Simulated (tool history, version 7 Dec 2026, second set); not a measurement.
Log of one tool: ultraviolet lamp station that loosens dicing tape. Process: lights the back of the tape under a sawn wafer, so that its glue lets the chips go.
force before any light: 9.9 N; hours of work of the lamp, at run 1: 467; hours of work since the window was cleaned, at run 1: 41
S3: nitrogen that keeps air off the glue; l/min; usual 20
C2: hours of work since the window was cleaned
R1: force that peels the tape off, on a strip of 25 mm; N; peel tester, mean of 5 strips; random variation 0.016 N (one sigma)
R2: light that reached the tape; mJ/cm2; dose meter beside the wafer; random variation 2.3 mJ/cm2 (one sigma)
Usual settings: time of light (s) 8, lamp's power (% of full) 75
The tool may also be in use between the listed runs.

Run 1, day 0.000: usual settings; hours of work of the lamp 467; C2 41. Result: R1 1.098 N, R2 196 mJ/cm2.
Run 2, day 1.150: usual settings; hours of work of the lamp 481; C2 55. Result: R1 1.139 N, R2 195 mJ/cm2.
Run 3, day 2.938: usual settings; hours of work of the lamp 504; C2 78. Result: R1 1.139 N, R2 191 mJ/cm2.
Run 4, day 4.017: usual settings; hours of work of the lamp 517; C2 91. Result: R1 1.170 N, R2 191 mJ/cm2.
Run 5, day 5.996: usual settings but time of light (s) 15; hours of work of the lamp 542; C2 116. Result: R1 0.318 N, R2 354 mJ/cm2.
Run 6, day 7.625: usual settings but time of light (s) 5; hours of work of the lamp 562; C2 136. Result: R1 2.567 N, R2 119 mJ/cm2.
Run 7, day 9.567: usual settings; hours of work of the lamp 587; C2 161. Result: R1 1.245 N, R2 183 mJ/cm2.
Run 8, day 11.779: usual settings; hours of work of the lamp 615; C2 189. Result: R1 1.240 N, R2 183 mJ/cm2.
Run 9, day 13.554: usual settings; hours of work of the lamp 637; C2 211. Result: R1 1.323 N, R2 181 mJ/cm2.
Run 10, day 14.642: usual settings; hours of work of the lamp 651; C2 224. Result: R1 1.338 N, R2 181 mJ/cm2.
Run 11, day 16.142: usual settings; hours of work of the lamp 669; C2 243. Result: R1 1.348 N, R2 174 mJ/cm2.
At day 16.379: window cleaned of glue's vapour.
Run 12, day 17.558: usual settings; hours of work of the lamp 687; C2 15. Result: R1 1.473 N, R2 169 mJ/cm2.
Run 13, day 19.000: usual settings; hours of work of the lamp 705; C2 33. Result: R1 1.539 N, R2 166 mJ/cm2.
Run 14, day 21.229: usual settings but S3 28 l/min; hours of work of the lamp 733; C2 61. Result: R1 1.365 N, R2 164 mJ/cm2.
Run 15, day 23.208: usual settings but time of light (s) 6, lamp's power (% of full) 91; hours of work of the lamp 758; C2 86. Result: R1 1.869 N, R2 145 mJ/cm2.
Run 16, day 24.271: usual settings but time of light (s) 15, lamp's power (% of full) 91, S3 7 l/min; hours of work of the lamp 771; C2 99. Result: R1 0.499 N, R2 363 mJ/cm2.
Run 17, day 25.517: usual settings but lamp's power (% of full) 78, S3 13 l/min; hours of work of the lamp 787; C2 115. Result: R1 1.757 N, R2 163 mJ/cm2.
Run 18, day 27.154: usual settings but time of light (s) 16, lamp's power (% of full) 80; hours of work of the lamp 807; C2 135. Result: R1 0.332 N, R2 335 mJ/cm2.
Run 19, day 28.246: usual settings but time of light (s) 16, lamp's power (% of full) 80; hours of work of the lamp 821; C2 149. Result: R1 0.352 N, R2 333 mJ/cm2.
Run 20, day 29.962: usual settings but time of light (s) 16, lamp's power (% of full) 80, S3 31 l/min; hours of work of the lamp 843; C2 170. Result: R1 0.299 N, R2 328 mJ/cm2.
At day 30.208: window cleaned of glue's vapour, once more.
Run 21, day 31.988: usual settings but lamp's power (% of full) 80; hours of work of the lamp 868; C2 22. Result: R1 1.284 N, R2 183 mJ/cm2.
Run 22, day 34.304: usual settings but lamp's power (% of full) 80; hours of work of the lamp 897; C2 51. Result: R1 1.282 N, R2 176 mJ/cm2.
Run 23, day 35.858: usual settings but time of light (s) 15, lamp's power (% of full) 81; hours of work of the lamp 916; C2 71. Result: R1 0.338 N, R2 332 mJ/cm2.
Run 24, day 37.450: usual settings but time of light (s) 15, lamp's power (% of full) 81; hours of work of the lamp 936; C2 91. Result: R1 0.350 N, R2 327 mJ/cm2.
Run 25, day 39.404: usual settings but time of light (s) 15, lamp's power (% of full) 81; hours of work of the lamp 961; C2 115. Result: R1 0.369 N, R2 323 mJ/cm2.
Run 26, day 41.250: usual settings but lamp's power (% of full) 70, S3 9 l/min; hours of work of the lamp 984; C2 139. Result: R1 2.326 N, R2 147 mJ/cm2.
Run 27, day 42.896: usual settings but time of light (s) 7, lamp's power (% of full) 61, S3 8 l/min; hours of work of the lamp 1005; C2 159. Result: R1 3.562 N, R2 110 mJ/cm2.

4 ways to go on from here, each from the tool as it stands after run 27. What would each give?
Run A, day 44.192: usual settings but time of light (s) 9, lamp's power (% of full) 96, S3 11 l/min; hours of work of the lamp 1021; C2 175. Result: R1 ?, R2 ?.
Run B, day 44.192: usual settings but time of light (s) 7, lamp's power (% of full) 86, S3 8 l/min; hours of work of the lamp 1021; C2 175. Result: R1 ?, R2 ?.
Run C, day 44.192: usual settings but time of light (s) 7, lamp's power (% of full) 61, S3 24 l/min; hours of work of the lamp 1021; C2 175. Result: R1 ?, R2 ?.
Run D, day 44.192: usual settings but time of light (s) 14, lamp's power (% of full) 61, S3 8 l/min; hours of work of the lamp 1021; C2 175. Result: R1 ?, R2 ?.

run     R1   R2
  A  1.106  220
  B  2.319  151
  C  2.780  113
  D  1.306  221
Without the tool's hidden state the same runs would have given:
run     R1   R2
  A  0.450  333
  B  1.164  229
  C  1.482  169
  D  0.546  332
